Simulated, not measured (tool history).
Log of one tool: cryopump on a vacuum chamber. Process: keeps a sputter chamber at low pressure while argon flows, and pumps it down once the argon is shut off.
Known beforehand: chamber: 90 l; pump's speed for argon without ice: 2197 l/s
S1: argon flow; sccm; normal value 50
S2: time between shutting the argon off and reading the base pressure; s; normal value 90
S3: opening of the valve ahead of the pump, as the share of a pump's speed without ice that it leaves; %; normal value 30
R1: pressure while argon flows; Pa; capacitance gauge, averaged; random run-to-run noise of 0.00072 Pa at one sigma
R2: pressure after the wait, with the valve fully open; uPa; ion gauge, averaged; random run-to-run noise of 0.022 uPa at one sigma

{"run": 1, "hour": 0.0, "S1": 50, "S2": 90, "S3": 30, "R1": 0.1294, "R2": 0.94}
{"run": 2, "hour": 17.0, "S1": 50, "S2": 90, "S3": 30, "R1": 0.129, "R2": 1.02}
{"run": 3, "hour": 30.9, "S1": 50, "S2": 90, "S3": 30, "R1": 0.1295, "R2": 0.98}
{"run": 4, "hour": 58.1, "S1": 26, "S2": 90, "S3": 30, "R1": 0.0687, "R2": 0.98}
{"run": 5, "hour": 80.1, "S1": 26, "S2": 90, "S3": 30, "R1": 0.0676, "R2": 1.01}
{"run": 6, "hour": 104.6, "S1": 50, "S2": 90, "S3": 30, "R1": 0.131, "R2": 0.99}
{"run": 7, "hour": 135.3, "S1": 50, "S2": 90, "S3": 30, "R1": 0.1306, "R2": 1.0}
{"run": 8, "hour": 154.2, "S1": 98, "S2": 90, "S3": 38, "R1": 0.2043, "R2": 1.0}
{"run": 9, "hour": 178.2, "S1": 70, "S2": 69, "S3": 18, "R1": 0.3044, "R2": 1.2}
{"run": 10, "hour": 195.6, "S1": 37, "S2": 63, "S3": 57, "R1": 0.0531, "R2": 1.2}
{"run": 11, "hour": 213.4, "S1": 27, "S2": 227, "S3": 26, "R1": 0.0821, "R2": 0.79}
{"run": 12, "hour": 229.1, "S1": 27, "S2": 21, "S3": 49, "R1": 0.0448, "R2": 2.62}
{"run": 13, "hour": 248.7, "S1": 65, "S2": 170, "S3": 55, "R1": 0.0984, "R2": 0.87}
{"run": 14, "hour": 273.2, "S1": 59, "S2": 218, "S3": 53, "R1": 0.0913, "R2": 0.79}

Consider 5 possible next runs. They are alternatives, not a sequence: every one starts from the tool as it was left by run 14. What does each give?
{"run": "A", "hour": 291.9, "S1": 50, "S2": 90, "S3": 31, "R1": "?", "R2": "?"}
{"run": "B", "hour": 291.9, "S1": 50, "S2": 279, "S3": 30, "R1": "?", "R2": "?"}
{"run": "C", "hour": 291.9, "S1": 50, "S2": 171, "S3": 30, "R1": "?", "R2": "?"}
{"run": "D", "hour": 291.9, "S1": 34, "S2": 29, "S3": 53, "R1": "?", "R2": "?"}
{"run": "E", "hour": 291.9, "S1": 93, "S2": 291, "S3": 25, "R1": "?", "R2": "?"}

run=A R1=0.1284 R2=1.06
run=B R1=0.1321 R2=0.81
run=C R1=0.1329 R2=0.88
run=D R1=0.0533 R2=2.02
run=E R1=0.2965 R2=0.75
What these runs would have given with no unlogged condition in the tool:
run=A R1=0.1231 R2=0.58
run=B R1=0.1268 R2=0.32
run=C R1=0.1276 R2=0.40
run=D R1=0.0497 R2=1.53
run=E R1=0.2866 R2=0.26
